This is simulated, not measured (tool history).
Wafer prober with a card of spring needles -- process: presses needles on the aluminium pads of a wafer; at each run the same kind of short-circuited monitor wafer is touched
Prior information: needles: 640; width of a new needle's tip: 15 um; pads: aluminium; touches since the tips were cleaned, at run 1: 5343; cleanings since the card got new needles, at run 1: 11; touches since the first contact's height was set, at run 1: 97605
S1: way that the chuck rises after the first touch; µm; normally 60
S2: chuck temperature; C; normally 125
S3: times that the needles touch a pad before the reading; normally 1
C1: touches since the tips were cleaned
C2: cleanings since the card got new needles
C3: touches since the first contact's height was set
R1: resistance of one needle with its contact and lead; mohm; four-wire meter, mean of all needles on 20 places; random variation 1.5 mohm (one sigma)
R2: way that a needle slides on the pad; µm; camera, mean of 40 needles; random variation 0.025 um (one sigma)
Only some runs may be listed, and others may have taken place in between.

| run | hour | S1 | S2 | S3 | C1 | C2 | C3 | R1 | R2 |
|---|---|---|---|---|---|---|---|---|---|
| 1 | 0 | 60 | 125 | 1 | 5343 | 11 | 97605 | 147 | 10.28 |
|  | 11.3 | tips cleaned on abrasive film |
| 2 | 16.7 | 60 | 125 | 1 | 1202 | 12 | 101312 | 146 | 10.29 |
| 3 | 34.3 | 55 | 125 | 1 | 5149 | 12 | 105259 | 147 | 9.46 |
|  | 46.8 | tips cleaned on abrasive film |
| 4 | 46.9 | 55 | 125 | 1 | 19 | 13 | 108058 | 147 | 9.37 |
| 5 | 55.7 | 60 | 125 | 1 | 1986 | 13 | 110025 | 143 | 10.25 |
| 6 | 71.5 | 60 | 125 | 1 | 5536 | 13 | 113575 | 149 | 10.27 |
|  | 81.8 | tips cleaned on abrasive film |
| 7 | 82.8 | 60 | 125 | 1 | 205 | 14 | 116063 | 144 | 10.28 |
| 8 | 102.5 | 60 | 125 | 1 | 4619 | 14 | 120477 | 147 | 10.25 |
| 9 | 113 | 60 | 125 | 1 | 6982 | 14 | 122840 | 146 | 10.29 |
|  | 117.2 | tips cleaned on abrasive film |
| 10 | 125.3 | 60 | 125 | 1 | 1824 | 15 | 125570 | 146 | 10.29 |
| 11 | 136 | 60 | 125 | 1 | 4218 | 15 | 127964 | 147 | 10.29 |
| 12 | 146.1 | 44 | 125 | 1 | 6467 | 15 | 130213 | 153 | 7.52 |
|  | 152.6 | tips cleaned on abrasive film |
| 13 | 157.3 | 53 | 125 | 1 | 1043 | 16 | 132692 | 148 | 9.06 |
| 14 | 166.4 | 53 | 125 | 1 | 3086 | 16 | 134735 | 152 | 9.07 |
| 15 | 186.8 | 54 | 125 | 1 | 7653 | 16 | 139302 | 147 | 9.22 |
|  | 188.4 | tips cleaned on abrasive film |
| 16 | 207.9 | 54 | 125 | 1 | 4348 | 17 | 143996 | 148 | 9.29 |
| 17 | 222 | 54 | 125 | 2 | 7514 | 17 | 147162 | 149 | 9.24 |
|  | 224.8 | tips cleaned on abrasive film |
| 18 | 232.6 | 63 | 86 | 1 | 1730 | 18 | 149506 | 141 | 10.77 |
| 19 | 244 | 60 | 39 | 1 | 4293 | 18 | 152069 | 130 | 10.27 |
| 20 | 255.8 | 60 | 39 | 1 | 6923 | 18 | 154699 | 134 | 10.25 |
|  | 261.7 | tips cleaned on abrasive film |
| 21 | 268.1 | 69 | 99 | 2 | 1448 | 19 | 157440 | 137 | 11.84 |
| 22 | 284.4 | 55 | 80 | 2 | 5093 | 19 | 161085 | 144 | 9.38 |
|  | 297.4 | tips cleaned on abrasive film |
| 23 | 303.8 | 55 | 80 | 2 | 1439 | 20 | 165403 | 138 | 9.41 |
| 24 | 317.1 | 47 | 42 | 2 | 4415 | 20 | 168379 | 138 | 8.05 |
| 25 | 328.6 | 64 | 125 | 1 | 6998 | 20 | 170962 | 144 | 10.96 |
|  | 332.6 | tips cleaned on abrasive film |
| 26 | 341.4 | 64 | 125 | 1 | 1985 | 21 | 173803 | 144 | 10.92 |
| 27 | 357.2 | 63 | 40 | 2 | 5525 | 21 | 177343 | 132 | 10.76 |
| 28 | 367.3 | 60 | 88 | 2 | 7770 | 21 | 179588 | 140 | 10.26 |
|  | 369.1 | tips cleaned on abrasive film |
| 29 | 384.9 | 45 | 86 | 3 | 3535 | 22 | 183505 | 147 | 7.7 |
| 30 | 399.7 | 60 | 80 | 1 | 6851 | 22 | 186821 | 142 | 10.23 |
|  | 404.8 | tips cleaned on abrasive film |
| 31 | 418.7 | 60 | 80 | 3 | 3119 | 23 | 191060 | 139 | 10.22 |
| 32 | 439.5 | 60 | 62 | 2 | 7780 | 23 | 195721 | 136 | 10.25 |
|  | 441 | tips cleaned on abrasive film |
| 33 | 457.8 | 60 | 62 | 2 | 3758 | 24 | 199774 | 134 | 10.29 |

Consider 4 possible next runs. They are alternatives, not a sequence: every one starts from the tool as it was left by run 33. What does each give?
| A | 466.6 | 60 | 65 | 1 | 5735 | 24 | 201751 | ? | ? |
| B | 466.6 | 60 | 27 | 2 | 5735 | 24 | 201751 | ? | ? |
| C | 466.6 | 69 | 125 | 2 | 5735 | 24 | 201751 | ? | ? |
| D | 466.6 | 50 | 55 | 1 | 5735 | 24 | 201751 | ? | ? |

| run | R1 | R2 |
|---|---|---|
| A | 139 | 10.28 |
| B | 130 | 10.26 |
| C | 149 | 11.82 |
| D | 137 | 8.56 |
Stripped of hidden state, with their random variation kept, the same runs would have yielded:
| run | R1 | R2 |
|---|---|---|
| A | 138 | 10.3 |
| B | 130 | 10.27 |
| C | 149 | 11.83 |
| D | 136 | 8.57 |
